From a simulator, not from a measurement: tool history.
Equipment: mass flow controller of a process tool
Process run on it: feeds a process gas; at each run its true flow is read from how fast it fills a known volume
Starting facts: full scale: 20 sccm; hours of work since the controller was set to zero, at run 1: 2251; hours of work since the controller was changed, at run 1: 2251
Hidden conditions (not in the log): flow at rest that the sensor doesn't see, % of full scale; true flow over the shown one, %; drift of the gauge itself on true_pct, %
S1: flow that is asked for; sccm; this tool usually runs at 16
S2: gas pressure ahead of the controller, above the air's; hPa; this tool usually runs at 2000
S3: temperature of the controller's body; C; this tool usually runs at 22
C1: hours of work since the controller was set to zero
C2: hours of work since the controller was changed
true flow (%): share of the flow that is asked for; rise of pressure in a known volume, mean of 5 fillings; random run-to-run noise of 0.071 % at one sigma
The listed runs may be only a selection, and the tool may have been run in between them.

{"run": 1, "hour": 0.0, "S1": 16, "S2": 2000, "S3": 22, "C1": 2251, "C2": 2251, "true flow (%)": 99.46}
{"run": 2, "hour": 97.4, "S1": 16, "S2": 2000, "S3": 22, "C1": 2312, "C2": 2312, "true flow (%)": 99.53}
{"run": 3, "hour": 197.0, "S1": 16, "S2": 2000, "S3": 22, "C1": 2374, "C2": 2374, "true flow (%)": 99.5}
{"run": 4, "hour": 250.0, "S1": 16, "S2": 2000, "S3": 22, "C1": 2407, "C2": 2407, "true flow (%)": 99.7}
{"run": 5, "hour": 325.0, "S1": 16, "S2": 2000, "S3": 26, "C1": 2455, "C2": 2455, "true flow (%)": 99.23}
{"run": 6, "hour": 377.8, "S1": 16, "S2": 2200, "S3": 22, "C1": 2488, "C2": 2488, "true flow (%)": 99.47}
{"run": 7, "hour": 470.2, "S1": 16, "S2": 2000, "S3": 22, "C1": 2546, "C2": 2546, "true flow (%)": 99.4}
{"run": 8, "hour": 538.8, "S1": 16, "S2": 2000, "S3": 22, "C1": 2589, "C2": 2589, "true flow (%)": 99.49}
{"run": 9, "hour": 586.6, "S1": 16, "S2": 2000, "S3": 22, "C1": 2619, "C2": 2619, "true flow (%)": 99.42}
{"run": 10, "hour": 639.1, "S1": 16, "S2": 2000, "S3": 22, "C1": 2652, "C2": 2652, "true flow (%)": 99.37}
{"run": 11, "hour": 697.9, "S1": 16, "S2": 2000, "S3": 22, "C1": 2688, "C2": 2688, "true flow (%)": 99.43}
{"run": 12, "hour": 769.7, "S1": 16, "S2": 2000, "S3": 22, "C1": 2734, "C2": 2734, "true flow (%)": 99.6}
{"run": 13, "hour": 837.1, "S1": 16, "S2": 2000, "S3": 22, "C1": 2776, "C2": 2776, "true flow (%)": 99.55}
{"run": 14, "hour": 921.5, "S1": 16, "S2": 2000, "S3": 22, "C1": 2829, "C2": 2829, "true flow (%)": 99.43}
{"run": 15, "hour": 1021.2, "S1": 16, "S2": 1650, "S3": 22, "C1": 2891, "C2": 2891, "true flow (%)": 99.58}
{"run": 16, "hour": 1078.7, "S1": 16, "S2": 2000, "S3": 22, "C1": 2927, "C2": 2927, "true flow (%)": 99.48}
{"run": 17, "hour": 1176.6, "S1": 16, "S2": 2000, "S3": 22, "C1": 2989, "C2": 2989, "true flow (%)": 99.58}
{"run": 18, "hour": 1264.9, "S1": 16, "S2": 2000, "S3": 22, "C1": 3044, "C2": 3044, "true flow (%)": 99.4}
{"run": 19, "hour": 1364.1, "S1": 16, "S2": 2000, "S3": 28, "C1": 3106, "C2": 3106, "true flow (%)": 98.99}
{"run": 20, "hour": 1412.9, "S1": 19, "S2": 2000, "S3": 22, "C1": 3137, "C2": 3137, "true flow (%)": 99.94}
{"run": 21, "hour": 1494.0, "S1": 16, "S2": 2000, "S3": 22, "C1": 3188, "C2": 3188, "true flow (%)": 99.55}
{"run": 22, "hour": 1548.4, "S1": 16, "S2": 2000, "S3": 22, "C1": 3222, "C2": 3222, "true flow (%)": 99.47}
{"run": 23, "hour": 1591.5, "S1": 16, "S2": 1580, "S3": 22, "C1": 3249, "C2": 3249, "true flow (%)": 99.68}
{"run": 24, "hour": 1674.3, "S1": 16, "S2": 2000, "S3": 22, "C1": 3301, "C2": 3301, "true flow (%)": 99.43}
{"run": 25, "hour": 1753.8, "S1": 16, "S2": 2000, "S3": 22, "C1": 3351, "C2": 3351, "true flow (%)": 99.35}
{"run": 26, "hour": 1841.2, "S1": 16, "S2": 2700, "S3": 39, "C1": 3406, "C2": 3406, "true flow (%)": 98.06}
{"run": 27, "hour": 1912.0, "S1": 19, "S2": 2700, "S3": 23, "C1": 3450, "C2": 3450, "true flow (%)": 99.68}
{"run": 28, "hour": 1991.8, "S1": 19, "S2": 2700, "S3": 23, "C1": 3500, "C2": 3500, "true flow (%)": 99.7}
{"run": 29, "hour": 2045.1, "S1": 16, "S2": 1880, "S3": 20, "C1": 3534, "C2": 3534, "true flow (%)": 99.65}
{"run": 30, "hour": 2090.7, "S1": 16, "S2": 1880, "S3": 20, "C1": 3562, "C2": 3562, "true flow (%)": 99.67}
{"run": 31, "hour": 2143.0, "S1": 14, "S2": 1600, "S3": 38, "C1": 3595, "C2": 3595, "true flow (%)": 98.01}
{"run": 32, "hour": 2210.0, "S1": 12, "S2": 2210, "S3": 22, "C1": 3637, "C2": 3637, "true flow (%)": 98.95}
{"run": 33, "hour": 2293.7, "S1": 6, "S2": 1700, "S3": 24, "C1": 3690, "C2": 3690, "true flow (%)": 98.8}
{"run": 34, "hour": 2355.5, "S1": 6, "S2": 1700, "S3": 24, "C1": 3728, "C2": 3728, "true flow (%)": 98.77}
{"run": 35, "hour": 2431.3, "S1": 6, "S2": 1700, "S3": 24, "C1": 3776, "C2": 3776, "true flow (%)": 98.8}
{"run": 36, "hour": 2478.9, "S1": 16, "S2": 2580, "S3": 28, "C1": 3806, "C2": 3806, "true flow (%)": 98.86}
{"run": 37, "hour": 2573.5, "S1": 3, "S2": 1580, "S3": 27, "C1": 3865, "C2": 3865, "true flow (%)": 100.02}
{"run": 38, "hour": 2654.3, "S1": 3, "S2": 1580, "S3": 26, "C1": 3916, "C2": 3916, "true flow (%)": 100.14}
{"run": 39, "hour": 2740.9, "S1": 2, "S2": 1400, "S3": 26, "C1": 3970, "C2": 3970, "true flow (%)": 101.92}
{"run": 40, "hour": 2814.5, "S1": 2, "S2": 1400, "S3": 26, "C1": 4016, "C2": 4016, "true flow (%)": 102.05}
{"run": 41, "hour": 2920.1, "S1": 3, "S2": 1920, "S3": 26, "C1": 4083, "C2": 4083, "true flow (%)": 100.15}
{"run": 42, "hour": 2989.7, "S1": 3, "S2": 2030, "S3": 34, "C1": 4126, "C2": 4126, "true flow (%)": 99.57}
{"run": 43, "hour": 3032.3, "S1": 3, "S2": 2030, "S3": 34, "C1": 4153, "C2": 4153, "true flow (%)": 99.67}

Estimate the outcome of run 44 from the log above:
{"run": 44, "hour": 3135.7, "S1": 3, "S2": 2030, "S3": 34, "C1": 4218, "C2": 4218, "true flow (%)": "?"}

true flow (%): 99.47
Were there no unlogged condition in the tool, this run, its random variation unchanged, would have produced true flow (%) 96.19.
